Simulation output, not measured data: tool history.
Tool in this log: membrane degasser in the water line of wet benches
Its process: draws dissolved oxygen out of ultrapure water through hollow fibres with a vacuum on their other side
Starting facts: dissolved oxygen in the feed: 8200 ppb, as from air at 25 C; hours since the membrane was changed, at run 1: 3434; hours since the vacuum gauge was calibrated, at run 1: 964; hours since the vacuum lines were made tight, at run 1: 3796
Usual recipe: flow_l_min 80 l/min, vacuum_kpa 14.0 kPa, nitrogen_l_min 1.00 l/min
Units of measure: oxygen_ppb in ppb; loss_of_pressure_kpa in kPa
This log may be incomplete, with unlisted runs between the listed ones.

run    hour  flow_l_min  vacuum_kpa  nitrogen_l_min  hours since the membrane was changed  hours since the vacuum gauge was calibrated  hours since the vacuum lines were made tight  oxygen_ppb  loss_of_pressure_kpa
  1     0.0          80        14.0            1.00                                  3434                                          964                                          3796      1287.5                 53.37
  2    75.8          80        14.0            1.00                                  3510                                         1040                                          3871      1283.9                 53.57
  3   137.9          80        14.0            1.00                                  3572                                         1102                                          3933      1284.9                 53.45
  4   194.1          80        14.0            1.00                                  3628                                         1159                                          3990      1286.0                 53.32
  5   277.8          80        14.0            1.00                                  3712                                         1242                                          4073      1294.0                 53.42
  6   342.8          80        14.0            1.00                                  3777                                         1307                                          4138      1291.8                 53.48
  7   420.8          80        14.0            1.00                                  3855                                         1385                                          4216      1285.9                 53.49
  8   477.4          80        14.0            1.00                                  3912                                         1442                                          4273      1292.9                 53.62
  9   536.8          80        14.0            1.00                                  3971                                         1501                                          4332      1291.3                 53.65
 10   612.5          80        14.0            1.00                                  4047                                         1577                                          4408      1288.5                 53.59
 11   654.8          80        14.0            1.00                                  4089                                         1619                                          4450      1282.2                 52.93
 12   711.4          80        16.7            1.00                                  4146                                         1676                                          4507      1562.0                 53.13
 13   752.1         112        14.0            1.00                                  4186                                         1717                                          4548      1573.6                 74.41
 14   835.7          80        19.0            1.00                                  4270                                         1800                                          4631      1778.5                 53.42
 15   895.5          80        19.4            1.00                                  4330                                         1860                                          4691      1822.1                 53.73
 16   971.6          80        19.4            1.00                                  4406                                         1936                                          4767      1824.6                 52.79
 17  1027.5          80        19.4            1.00                                  4462                                         1992                                          4823      1826.1                 53.40
 18  1078.3          65        14.0            1.00                                  4512                                         2043                                          4874      1129.4                 42.97
 19  1149.0          85        14.0            1.00                                  4583                                         2113                                          4945      1336.6                 56.78
 20  1230.2          85        11.9            1.22                                  4664                                         2195                                          5026       970.6                 57.01
 21  1308.2          90         9.7            1.00                                  4742                                         2273                                          5104       872.6                 59.99
 22  1344.7          60        11.1            1.00                                  4779                                         2309                                          5140       806.5                 39.81
 23  1399.1          60        11.1            1.00                                  4833                                         2364                                          5195       802.8                 39.88
 24  1451.0          80        18.7            0.65                                  4885                                         2415                                          5247      2244.1                 53.10
 25  1504.3          80        20.4            2.19                                  4938                                         2469                                          5300      1126.2                 53.33
 26  1550.1          80        20.4            2.19                                  4984                                         2515                                          5346      1134.1                 53.33
 27  1608.5          67        34.6            0.90                                  5043                                         2573                                          5404      2899.8                 44.83
 28  1645.7          67        34.6            0.90                                  5080                                         2610                                          5441      2898.2                 44.46
 29  1682.7          51         9.3            0.65                                  5117                                         2647                                          5478       755.0                 33.90

Run 30 is up next; what results do you expect?
 30  1743.8          62        19.1            1.50                                  5178                                         2708                                          5539           ?                     ?

oxygen_ppb: 1161.0 ppb
loss_of_pressure_kpa: 41.19 kPa
Minus the tool's unlogged condition, the same run would have read oxygen_ppb 1160.9 ppb, loss_of_pressure_kpa 41.17 kPa.
